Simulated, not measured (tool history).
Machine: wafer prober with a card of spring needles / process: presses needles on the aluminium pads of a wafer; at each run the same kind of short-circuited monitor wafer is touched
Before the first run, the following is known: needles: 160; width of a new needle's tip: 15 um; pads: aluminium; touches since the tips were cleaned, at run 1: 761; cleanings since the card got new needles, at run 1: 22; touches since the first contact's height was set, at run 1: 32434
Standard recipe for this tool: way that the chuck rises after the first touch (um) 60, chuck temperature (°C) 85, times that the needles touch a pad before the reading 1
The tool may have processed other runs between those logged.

| run | hour | way that the chuck rises after the first touch (um) | chuck temperature (°C) | times that the needles touch a pad before the reading | touches since the tips were cleaned | cleanings since the card got new needles | touches since the first contact's height was set | resistance of one needle with its contact and lead (mohm) | way that a needle slides on the pad (um) |
|---|---|---|---|---|---|---|---|---|---|
| 1 | 0 | 60 | 85 | 1 | 761 | 22 | 32434 | 257 | 14.61 |
| 2 | 5.8 | 60 | 85 | 2 | 4384 | 22 | 36057 | 275 | 14.7 |
|  | 13 | tips cleaned on abrasive film |
| 3 | 15.2 | 60 | 85 | 2 | 1396 | 23 | 41889 | 259 | 14.57 |
| 4 | 25.2 | 60 | 85 | 1 | 7679 | 23 | 48172 | 312 | 14.64 |
|  | 26.8 | tips cleaned on abrasive film |
| 5 | 30.1 | 60 | 91 | 1 | 2051 | 24 | 51132 | 279 | 14.68 |
| 6 | 37.8 | 60 | 63 | 1 | 6916 | 24 | 55997 | 303 | 14.59 |
|  | 40.6 | tips cleaned on abrasive film |
| 7 | 45.8 | 60 | 63 | 1 | 3279 | 25 | 60941 | 286 | 14.54 |
|  | 54.2 | tips cleaned on abrasive film |
| 8 | 55.1 | 60 | 63 | 1 | 521 | 26 | 66654 | 246 | 14.59 |
| 9 | 61.7 | 65 | 63 | 1 | 4695 | 26 | 70828 | 288 | 15.8 |
|  | 68.1 | tips cleaned on abrasive film |
| 10 | 69 | 60 | 85 | 1 | 557 | 27 | 75305 | 258 | 14.54 |
| 11 | 78.1 | 65 | 85 | 1 | 6251 | 27 | 80999 | 300 | 15.74 |
|  | 82.2 | tips cleaned on abrasive film |
| 12 | 83 | 58 | 31 | 1 | 508 | 28 | 84026 | 247 | 14.06 |
| 13 | 88.3 | 58 | 57 | 2 | 3823 | 28 | 87341 | 273 | 14.04 |
| 14 | 93.4 | 43 | 26 | 2 | 6978 | 28 | 90496 | 314 | 10.35 |
|  | 96.3 | tips cleaned on abrasive film |
| 15 | 97.8 | 42 | 36 | 2 | 896 | 29 | 93180 | 263 | 10.12 |
| 16 | 106.8 | 42 | 36 | 2 | 6553 | 29 | 98837 | 321 | 10.12 |
|  | 110.3 | tips cleaned on abrasive film |
| 17 | 115.1 | 47 | 45 | 2 | 3046 | 30 | 103981 | 282 | 11.33 |
| 18 | 119.8 | 60 | 78 | 1 | 5997 | 30 | 106932 | 305 | 14.6 |

Each run again, without the hidden state but with its own random variation kept:
Hidden state at play: debris on the tips, nm; way that the needles fall short of the set height, um; tips' diameter, um; drift of the gauge itself on contact_mohm, %; drift of the gauge itself on scrub_um, %.
| run | resistance of one needle with its contact and lead (mohm) | way that a needle slides on the pad (um) |
|---|---|---|
| 1 | 240 | 14.66 |
| 2 | 242 | 14.74 |
| 3 | 243 | 14.64 |
| 4 | 243 | 14.71 |
| 5 | 242 | 14.76 |
| 6 | 232 | 14.67 |
| 7 | 235 | 14.64 |
| 8 | 232 | 14.71 |
| 9 | 235 | 15.91 |
| 10 | 241 | 14.67 |
| 11 | 242 | 15.88 |
| 12 | 230 | 14.21 |
| 13 | 236 | 14.2 |
| 14 | 232 | 10.5 |
| 15 | 236 | 10.29 |
| 16 | 238 | 10.29 |
| 17 | 235 | 11.52 |
| 18 | 238 | 14.78 |
